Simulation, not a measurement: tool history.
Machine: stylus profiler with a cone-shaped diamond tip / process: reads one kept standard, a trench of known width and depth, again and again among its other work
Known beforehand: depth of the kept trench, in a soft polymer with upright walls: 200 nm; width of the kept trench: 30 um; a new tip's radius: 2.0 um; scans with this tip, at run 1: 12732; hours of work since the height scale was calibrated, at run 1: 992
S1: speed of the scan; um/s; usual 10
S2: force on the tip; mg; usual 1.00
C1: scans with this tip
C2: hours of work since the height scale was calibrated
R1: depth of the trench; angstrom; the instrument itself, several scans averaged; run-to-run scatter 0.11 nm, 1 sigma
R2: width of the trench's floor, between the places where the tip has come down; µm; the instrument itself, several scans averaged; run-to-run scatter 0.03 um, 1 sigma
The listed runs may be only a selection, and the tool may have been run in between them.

| run | hour | S1 | S2 | C1 | C2 | R1 | R2 |
|---|---|---|---|---|---|---|---|
| 1 | 0.0 | 10 | 1.00 | 12732 | 992 | 2008.5 | 27.08 |
| 2 | 47.6 | 7 | 1.00 | 13214 | 1029 | 2006.2 | 27.09 |
| 3 | 93.3 | 7 | 1.00 | 13677 | 1065 | 2005.9 | 27.09 |
| 4 | 136.8 | 10 | 2.75 | 14117 | 1099 | 2021.1 | 27.06 |
| 5 | 186.2 | 15 | 1.00 | 14617 | 1138 | 2003.1 | 26.98 |
| 6 | 238.1 | 10 | 1.00 | 15142 | 1179 | 2005.3 | 26.93 |
| 7 | 281.6 | 10 | 1.00 | 15582 | 1214 | 2004.0 | 26.84 |
| 8 | 336.4 | 10 | 1.00 | 16138 | 1257 | 2006.2 | 26.89 |
| 9 | 390.4 | 10 | 0.66 | 16684 | 1299 | 2002.1 | 26.84 |
| 10 | 439.5 | 10 | 0.66 | 17181 | 1338 | 2000.6 | 26.83 |
| 11 | 479.1 | 14 | 1.00 | 17582 | 1369 | 2006.1 | 26.83 |
| 12 | 508.0 | 14 | 1.00 | 17874 | 1392 | 2004.3 | 26.77 |
|  | 555.9 | new tip fitted, height scale calibrated |
| 13 | 563.2 | 4 | 1.00 | 74 | 6 | 2014.8 | 28.26 |
| 14 | 602.5 | 10 | 1.00 | 472 | 37 | 2014.4 | 28.18 |
| 15 | 634.6 | 10 | 2.16 | 797 | 62 | 2025.1 | 28.13 |
| 16 | 684.0 | 10 | 2.93 | 1297 | 101 | 2030.4 | 28.09 |
| 17 | 714.2 | 10 | 2.93 | 1602 | 125 | 2030.7 | 28.06 |
| 18 | 737.2 | 10 | 2.93 | 1835 | 143 | 2029.6 | 28.06 |
| 19 | 791.5 | 10 | 2.93 | 2385 | 186 | 2029.5 | 28.00 |
| 20 | 824.2 | 10 | 0.45 | 2716 | 212 | 2007.9 | 27.86 |
| 21 | 854.5 | 10 | 1.05 | 3022 | 235 | 2014.7 | 27.91 |
| 22 | 888.4 | 25 | 0.45 | 3365 | 262 | 2005.2 | 27.77 |
| 23 | 931.5 | 4 | 1.20 | 3802 | 296 | 2014.7 | 27.86 |
| 24 | 966.1 | 11 | 0.49 | 4152 | 323 | 2008.1 | 27.76 |
| 25 | 1005.6 | 10 | 2.87 | 4553 | 355 | 2027.7 | 27.82 |
| 26 | 1058.0 | 10 | 2.87 | 5083 | 396 | 2027.5 | 27.69 |
| 27 | 1091.7 | 2 | 1.59 | 5424 | 422 | 2018.3 | 27.73 |
| 28 | 1143.6 | 3 | 0.64 | 5949 | 463 | 2009.0 | 27.59 |
| 29 | 1169.3 | 3 | 1.14 | 6209 | 484 | 2014.1 | 27.58 |
| 30 | 1209.4 | 3 | 1.14 | 6615 | 515 | 2012.0 | 27.56 |
| 31 | 1248.3 | 12 | 1.14 | 7009 | 546 | 2014.3 | 27.52 |
| 32 | 1288.8 | 15 | 2.78 | 7419 | 578 | 2025.6 | 27.47 |
| 33 | 1338.8 | 15 | 0.42 | 7925 | 617 | 2005.5 | 27.39 |
| 34 | 1377.0 | 6 | 1.00 | 8312 | 647 | 2010.9 | 27.46 |
| 35 | 1404.4 | 26 | 1.00 | 8589 | 669 | 2008.8 | 27.33 |
| 36 | 1460.2 | 3 | 1.24 | 9154 | 713 | 2012.6 | 27.33 |
| 37 | 1508.0 | 19 | 0.86 | 9638 | 751 | 2008.6 | 27.26 |

Selected run-to-run steps in R1, each split into two signed amounts: the part the tool would show with no hidden state at all (from settings, incoming material and random variation), and the remainder, which goes to the hidden state together with any gauge scatter not common to the measured and the hidden-state-free results:
Unlogged tool condition in this case: radius of the tip, um; height scale over the true one, %; drift of the gauge itself on depth_nm, %; drift of the gauge itself on floor_um, %.
Run 1 -> 2: S1 10 -> 7. R1 -2.3 angstrom: hidden state -0.3, all else -2.0.
Run 8 -> 9: S2 1.00 -> 0.66. R1 -4.1 angstrom: hidden state -0.4, all else -3.7.
Run 12 -> 13: S1 14 -> 4, new tip fitted, height scale calibrated. R1 +10.5 angstrom: hidden state +10.7, all else -0.2.
Run 19 -> 20: S2 2.93 -> 0.45. R1 -21.6 angstrom: hidden state -0.1, all else -21.5.
Run 24 -> 25: S1 11 -> 10, S2 0.49 -> 2.87. R1 +19.6 angstrom: hidden state -0.2, all else +19.8.
Run 32 -> 33: S2 2.78 -> 0.42. R1 -20.1 angstrom: hidden state -0.3, all else -19.8.

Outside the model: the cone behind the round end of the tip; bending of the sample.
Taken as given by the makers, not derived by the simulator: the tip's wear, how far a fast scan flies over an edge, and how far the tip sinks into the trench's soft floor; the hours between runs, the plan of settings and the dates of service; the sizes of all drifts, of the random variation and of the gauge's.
